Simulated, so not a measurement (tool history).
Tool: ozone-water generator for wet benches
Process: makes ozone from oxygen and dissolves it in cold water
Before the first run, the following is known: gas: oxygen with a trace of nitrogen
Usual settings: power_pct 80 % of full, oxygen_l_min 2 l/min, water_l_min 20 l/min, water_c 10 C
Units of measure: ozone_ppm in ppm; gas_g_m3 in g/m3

Run 1, hour 0: usual settings. Result: ozone_ppm 12.4 ppm, gas_g_m3 276.9 g/m3.
Run 2, hour 27: usual settings. Result: ozone_ppm 12.5 ppm, gas_g_m3 273.9 g/m3.
Run 3, hour 63.3: usual settings. Result: ozone_ppm 12.3 ppm, gas_g_m3 273.9 g/m3.
Run 4, hour 97: usual settings. Result: ozone_ppm 12.5 ppm, gas_g_m3 273.6 g/m3.
Run 5, hour 135.4: usual settings. Result: ozone_ppm 12.4 ppm, gas_g_m3 276.6 g/m3.
Run 6, hour 190.9: usual settings. Result: ozone_ppm 12.7 ppm, gas_g_m3 275.4 g/m3.
Run 7, hour 233.1: usual settings. Result: ozone_ppm 12.6 ppm, gas_g_m3 274.7 g/m3.
Run 8, hour 282.1: usual settings. Result: ozone_ppm 12.5 ppm, gas_g_m3 278.1 g/m3.
Run 9, hour 310.6: usual settings. Result: ozone_ppm 12.4 ppm, gas_g_m3 276.8 g/m3.
Run 10, hour 365: usual settings. Result: ozone_ppm 12.5 ppm, gas_g_m3 276.4 g/m3.
Run 11, hour 411.7: usual settings. Result: ozone_ppm 12.5 ppm, gas_g_m3 274.8 g/m3.
Run 12, hour 456.3: usual settings. Result: ozone_ppm 12.2 ppm, gas_g_m3 276.7 g/m3.
Run 13, hour 491.3: usual settings. Result: ozone_ppm 12.6 ppm, gas_g_m3 274.4 g/m3.
Run 14, hour 516.5: usual settings. Result: ozone_ppm 12.3 ppm, gas_g_m3 276.4 g/m3.
Run 15, hour 550.1: usual settings but power_pct 51 % of full, oxygen_l_min 1.43 l/min. Result: ozone_ppm 8.8 ppm, gas_g_m3 254 g/m3.
Run 16, hour 599.5: usual settings but power_pct 40 % of full, oxygen_l_min 1.33 l/min. Result: ozone_ppm 7.1 ppm, gas_g_m3 225.1 g/m3.
Run 17, hour 649.4: usual settings but power_pct 97 % of full, oxygen_l_min 1.33 l/min. Result: ozone_ppm 12.9 ppm, gas_g_m3 393.1 g/m3.
Run 18, hour 693.5: usual settings but power_pct 97 % of full, oxygen_l_min 1.33 l/min. Result: ozone_ppm 12.9 ppm, gas_g_m3 394.8 g/m3.
Run 19, hour 742: usual settings but power_pct 97 % of full, oxygen_l_min 1.33 l/min. Result: ozone_ppm 12.9 ppm, gas_g_m3 398.6 g/m3.
Run 20, hour 773.3: usual settings but power_pct 71 % of full, oxygen_l_min 1.33 l/min. Result: ozone_ppm 10.7 ppm, gas_g_m3 328.1 g/m3.
Run 21, hour 816.3: usual settings but water_l_min 13 l/min. Result: ozone_ppm 20.2 ppm, gas_g_m3 274.4 g/m3.
Run 22, hour 874.5: usual settings but water_l_min 13 l/min. Result: ozone_ppm 20.8 ppm, gas_g_m3 275 g/m3.
Run 23, hour 899.9: usual settings but water_l_min 13 l/min. Result: ozone_ppm 20.6 ppm, gas_g_m3 275.6 g/m3.
Run 24, hour 954.6: usual settings but water_l_min 13 l/min. Result: ozone_ppm 20.6 ppm, gas_g_m3 277.5 g/m3.
Run 25, hour 1000.3: usual settings but water_l_min 13 l/min. Result: ozone_ppm 20.7 ppm, gas_g_m3 276.8 g/m3.
Run 26, hour 1059.5: usual settings but water_l_min 13 l/min. Result: ozone_ppm 20.6 ppm, gas_g_m3 276 g/m3.
Run 27, hour 1114.3: usual settings but water_l_min 13 l/min. Result: ozone_ppm 20.7 ppm, gas_g_m3 275.3 g/m3.
Run 28, hour 1140.4: usual settings but oxygen_l_min 1.61 l/min. Result: ozone_ppm 11.8 ppm, gas_g_m3 313.5 g/m3.

Forecast each of these 5 alternatives for the next run:
Run A, hour 1188.7: usual settings but power_pct 46 % of full, oxygen_l_min 2.27 l/min, water_c 13 C. Result: ozone_ppm ?, gas_g_m3 ?.
Run B, hour 1188.7: usual settings but power_pct 65 % of full, water_c 7 C. Result: ozone_ppm ?, gas_g_m3 ?.
Run C, hour 1188.7: usual settings but power_pct 69 % of full, water_l_min 27 l/min. Result: ozone_ppm ?, gas_g_m3 ?.
Run D, hour 1188.7: usual settings but oxygen_l_min 1.87 l/min. Result: ozone_ppm ?, gas_g_m3 ?.
Run E, hour 1188.7: usual settings but oxygen_l_min 1.61 l/min, water_c 7 C. Result: ozone_ppm ?, gas_g_m3 ?.

run  ozone_ppm  gas_g_m3
  A        8.7     178.6
  B       11.3     235.9
  C        7.6     253.8
  D       12.2     285.2
  E       11.8     311.5
Stripped of hidden state, with their random variation kept, the same runs would have yielded:
run  ozone_ppm  gas_g_m3
  A        8.7     178.6
  B       11.3       236
  C        7.6     253.8
  D       12.2     285.3
  E       11.8     311.6

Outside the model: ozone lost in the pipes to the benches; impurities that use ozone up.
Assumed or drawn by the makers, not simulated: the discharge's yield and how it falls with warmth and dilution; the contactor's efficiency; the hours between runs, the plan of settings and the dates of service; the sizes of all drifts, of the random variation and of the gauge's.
